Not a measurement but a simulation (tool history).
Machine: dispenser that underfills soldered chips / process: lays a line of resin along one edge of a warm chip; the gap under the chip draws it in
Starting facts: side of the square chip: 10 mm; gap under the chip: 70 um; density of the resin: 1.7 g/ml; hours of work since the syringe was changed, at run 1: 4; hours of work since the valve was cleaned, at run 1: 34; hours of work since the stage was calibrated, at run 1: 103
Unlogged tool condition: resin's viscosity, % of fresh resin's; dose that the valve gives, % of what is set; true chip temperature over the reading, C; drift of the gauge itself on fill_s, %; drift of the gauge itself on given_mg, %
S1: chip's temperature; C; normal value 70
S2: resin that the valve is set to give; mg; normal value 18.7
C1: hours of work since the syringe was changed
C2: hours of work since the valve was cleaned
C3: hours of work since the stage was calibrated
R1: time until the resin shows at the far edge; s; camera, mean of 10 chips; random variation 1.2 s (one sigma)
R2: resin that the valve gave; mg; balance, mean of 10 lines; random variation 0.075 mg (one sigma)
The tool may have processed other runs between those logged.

| run | hour | S1 | S2 | C1 | C2 | C3 | R1 | R2 |
|---|---|---|---|---|---|---|---|---|
| 1 | 0 | 70 | 18.7 | 4 | 34 | 103 | 167.8 | 18.04 |
| 2 | 4.1 | 70 | 18.7 | 6 | 37 | 106 | 204.5 | 18.08 |
| 3 | 7.9 | 75 | 18.7 | 8 | 39 | 108 | 189.9 | 17.99 |
|  | 10.3 | new syringe of resin |
| 4 | 12.3 | 75 | 18.7 | 1 | 42 | 111 | 101.1 | 17.92 |
| 5 | 14.7 | 83 | 18.7 | 3 | 43 | 112 | 75.9 | 17.85 |
| 6 | 20.3 | 70 | 18.1 | 6 | 47 | 116 | 204.8 | 17.1 |
|  | 26.2 | new syringe of resin |
| 7 | 26.3 | 62 | 18.7 | 0 | 50 | 119 | 185 | 17.68 |
| 8 | 32.1 | 62 | 18.7 | 4 | 54 | 123 | 249.6 | 17.69 |
| 9 | 36.5 | 62 | 18.7 | 6 | 57 | 126 | 319.1 | 17.61 |
|  | 42 | new syringe of resin |
| 10 | 42 | 62 | 18.7 | 0 | 60 | 129 | 187.1 | 17.66 |
| 11 | 46.5 | 62 | 18.7 | 3 | 62 | 131 | 241 | 17.46 |
| 12 | 51.4 | 62 | 18.7 | 6 | 66 | 135 | 315.8 | 17.54 |
| 13 | 55.4 | 62 | 18.7 | 8 | 68 | 137 | 378.3 | 17.32 |
|  | 58 | new syringe of resin |
|  | 59.4 | dispensing valve cleaned and set on the balance |
| 14 | 59.5 | 62 | 18.7 | 0 | 0 | 139 | 190.6 | 18.87 |
| 15 | 64.3 | 62 | 18.7 | 3 | 3 | 142 | 239.9 | 18.72 |
| 16 | 68.2 | 65 | 18.7 | 6 | 5 | 144 | 256.1 | 18.55 |
| 17 | 73.2 | 65 | 18.7 | 9 | 8 | 147 | 331 | 18.45 |
|  | 74.7 | new syringe of resin |
| 18 | 79.1 | 70 | 18.7 | 3 | 12 | 151 | 147 | 18.57 |
| 19 | 81.5 | 70 | 21.6 | 4 | 13 | 152 | 169.8 | 21.2 |
| 20 | 84.6 | 70 | 21.6 | 6 | 15 | 154 | 196.8 | 21.25 |
| 21 | 87.4 | 70 | 21.6 | 8 | 17 | 156 | 228.8 | 21.23 |
|  | 90.6 | new syringe of resin |
| 22 | 91.9 | 70 | 21.6 | 1 | 20 | 158 | 127.7 | 21.19 |
| 23 | 94.9 | 85 | 20 | 3 | 21 | 160 | 68.5 | 19.63 |
| 24 | 99.2 | 64 | 17.4 | 5 | 24 | 163 | 270.2 | 17.04 |
| 25 | 102.1 | 78 | 22.3 | 7 | 26 | 165 | 144 | 21.7 |
|  | 106.4 | new syringe of resin |
| 26 | 107.4 | 61 | 15.9 | 1 | 29 | 168 | 216 | 15.47 |
| 27 | 112.2 | 61 | 15.9 | 4 | 32 | 171 | 271.3 | 15.37 |
| 28 | 115.4 | 61 | 15.9 | 6 | 34 | 173 | 320.9 | 15.31 |
| 29 | 120.2 | 58 | 17.3 | 9 | 37 | 176 | 484.3 | 16.65 |
|  | 122.3 | new syringe of resin |
| 30 | 125.9 | 63 | 17.2 | 2 | 40 | 179 | 207 | 16.43 |
| 31 | 128.6 | 70 | 16.7 | 4 | 42 | 181 | 171.1 | 15.96 |
| 32 | 133.2 | 56 | 20.2 | 7 | 45 | 183 | 462.3 | 19.22 |
| 33 | 137 | 56 | 20.2 | 9 | 47 | 186 | 560.6 | 19.37 |
|  | 138.3 | new syringe of resin |
| 34 | 140.6 | 55 | 16.2 | 1 | 49 | 188 | 318.8 | 15.41 |
| 35 | 145.5 | 70 | 21 | 4 | 52 | 191 | 171.8 | 19.96 |
| 36 | 148.1 | 70 | 21 | 6 | 54 | 192 | 194.8 | 19.86 |

Here are 4 independent what-if runs from the current tool condition. What would each one return?
| A | 151.5 | 63 | 22.9 | 8 | 56 | 195 | ? | ? |
| B | 151.5 | 57 | 16.9 | 8 | 56 | 195 | ? | ? |
| C | 151.5 | 70 | 18.5 | 8 | 56 | 195 | ? | ? |
| D | 151.5 | 70 | 23.5 | 8 | 56 | 195 | ? | ? |

| run | R1 | R2 |
|---|---|---|
| A | 338.6 | 21.52 |
| B | 504.4 | 16.01 |
| C | 238.3 | 17.38 |
| D | 232.4 | 22.19 |
Stripped of hidden state, with their random variation kept, the same runs would have yielded:
| run | R1 | R2 |
|---|---|---|
| A | 170.1 | 22.81 |
| B | 250.6 | 16.97 |
| C | 118.8 | 18.43 |
| D | 116.5 | 23.53 |

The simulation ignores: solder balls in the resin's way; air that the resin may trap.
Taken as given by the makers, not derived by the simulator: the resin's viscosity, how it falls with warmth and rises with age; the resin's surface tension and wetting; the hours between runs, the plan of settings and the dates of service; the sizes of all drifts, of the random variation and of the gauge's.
